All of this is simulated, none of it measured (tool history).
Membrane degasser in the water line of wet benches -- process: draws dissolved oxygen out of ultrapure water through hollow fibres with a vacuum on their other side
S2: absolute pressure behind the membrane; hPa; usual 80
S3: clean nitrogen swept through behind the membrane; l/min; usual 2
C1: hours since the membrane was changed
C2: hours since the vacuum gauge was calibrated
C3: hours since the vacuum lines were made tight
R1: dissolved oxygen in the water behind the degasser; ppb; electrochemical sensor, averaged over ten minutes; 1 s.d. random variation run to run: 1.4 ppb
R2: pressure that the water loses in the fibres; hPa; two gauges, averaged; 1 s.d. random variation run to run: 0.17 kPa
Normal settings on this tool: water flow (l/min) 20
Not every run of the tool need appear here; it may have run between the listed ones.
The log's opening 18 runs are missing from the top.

Run 19, hour 1462.9: usual settings but S2 183.4 hPa; C1 2113; C2 3712; C3 7930. Result: R1 369.9 ppb, R2 251.5 hPa.
Run 20, hour 1554.6: usual settings but water flow (l/min) 13, S2 50.5 hPa, S3 3.55 l/min; C1 2205; C2 3804; C3 8021. Result: R1 18.8 ppb, R2 164.7 hPa.
Run 21, hour 1621.3: usual settings but water flow (l/min) 13, S2 50.5 hPa, S3 3.55 l/min; C1 2271; C2 3871; C3 8088. Result: R1 19.1 ppb, R2 165.1 hPa.
Run 22, hour 1699.2: usual settings but water flow (l/min) 27, S2 199.2 hPa, S3 3.55 l/min; C1 2349; C2 3949; C3 8166. Result: R1 388.5 ppb, R2 342.5 hPa.
Run 23, hour 1745.9: usual settings but S2 57.1 hPa, S3 3.74 l/min; C1 2396; C2 3996; C3 8213. Result: R1 60.9 ppb, R2 253.7 hPa.
Run 24, hour 1793.9: usual settings but water flow (l/min) 22, S2 141.5 hPa, S3 3.76 l/min; C1 2444; C2 4044; C3 8261. Result: R1 197.9 ppb, R2 278.5 hPa.
Run 25, hour 1881.2: usual settings but water flow (l/min) 22, S2 114.3 hPa, S3 1.64 l/min; C1 2531; C2 4131; C3 8348. Result: R1 292.2 ppb, R2 279.1 hPa.
Run 26, hour 1950.6: usual settings but water flow (l/min) 22, S2 114.3 hPa, S3 1.64 l/min; C1 2601; C2 4200; C3 8417. Result: R1 288.5 ppb, R2 280.4 hPa.
Run 27, hour 2000.4: usual settings but water flow (l/min) 22, S2 114.3 hPa, S3 1.64 l/min; C1 2650; C2 4250; C3 8467. Result: R1 292.8 ppb, R2 278.1 hPa.
Run 28, hour 2106.4: usual settings but water flow (l/min) 22, S2 114.3 hPa, S3 1.64 l/min; C1 2756; C2 4356; C3 8573. Result: R1 296.5 ppb, R2 278.7 hPa.
Run 29, hour 2185.7: usual settings but water flow (l/min) 22, S2 114.3 hPa, S3 1.64 l/min; C1 2836; C2 4435; C3 8652. Result: R1 291.8 ppb, R2 278.4 hPa.
Run 30, hour 2251.1: usual settings but water flow (l/min) 15, S2 194 hPa, S3 3.23 l/min; C1 2901; C2 4501; C3 8718. Result: R1 184.7 ppb, R2 187.8 hPa.
Run 31, hour 2335.7: usual settings but water flow (l/min) 28, S2 194 hPa, S3 5.46 l/min; C1 2986; C2 4585; C3 8802. Result: R1 310.2 ppb, R2 351.4 hPa.

Predict each of these 5 candidate next runs independently; none follows another, all start after run 31:
Run A, hour 2440.9: usual settings but water flow (l/min) 19, S2 79.3 hPa, S3 2.84 l/min; C1 3091; C2 4690; C3 8908. Result: R1 ?, R2 ?.
Run B, hour 2440.9: usual settings but S3 1.25 l/min; C1 3091; C2 4690; C3 8908. Result: R1 ?, R2 ?.
Run C, hour 2440.9: usual settings but water flow (l/min) 16, S2 64.7 hPa, S3 2.99 l/min; C1 3091; C2 4690; C3 8908. Result: R1 ?, R2 ?.
Run D, hour 2440.9: usual settings but water flow (l/min) 17; C1 3091; C2 4690; C3 8908. Result: R1 ?, R2 ?.
Run E, hour 2440.9: usual settings but S2 109.3 hPa; C1 3091; C2 4690; C3 8908. Result: R1 ?, R2 ?.

run     R1     R2
  A   97.3  242.1
  B  203.7  253.9
  C   51.7  204.3
  D  109.7  213.4
  E  204.5  253.7
With the hidden condition removed and each run's random variation left untouched, the same runs would have given:
run     R1     R2
  A   97.2    242
  B  203.6  253.8
  C   51.7  204.2
  D  109.6  213.4
  E  204.4  253.6

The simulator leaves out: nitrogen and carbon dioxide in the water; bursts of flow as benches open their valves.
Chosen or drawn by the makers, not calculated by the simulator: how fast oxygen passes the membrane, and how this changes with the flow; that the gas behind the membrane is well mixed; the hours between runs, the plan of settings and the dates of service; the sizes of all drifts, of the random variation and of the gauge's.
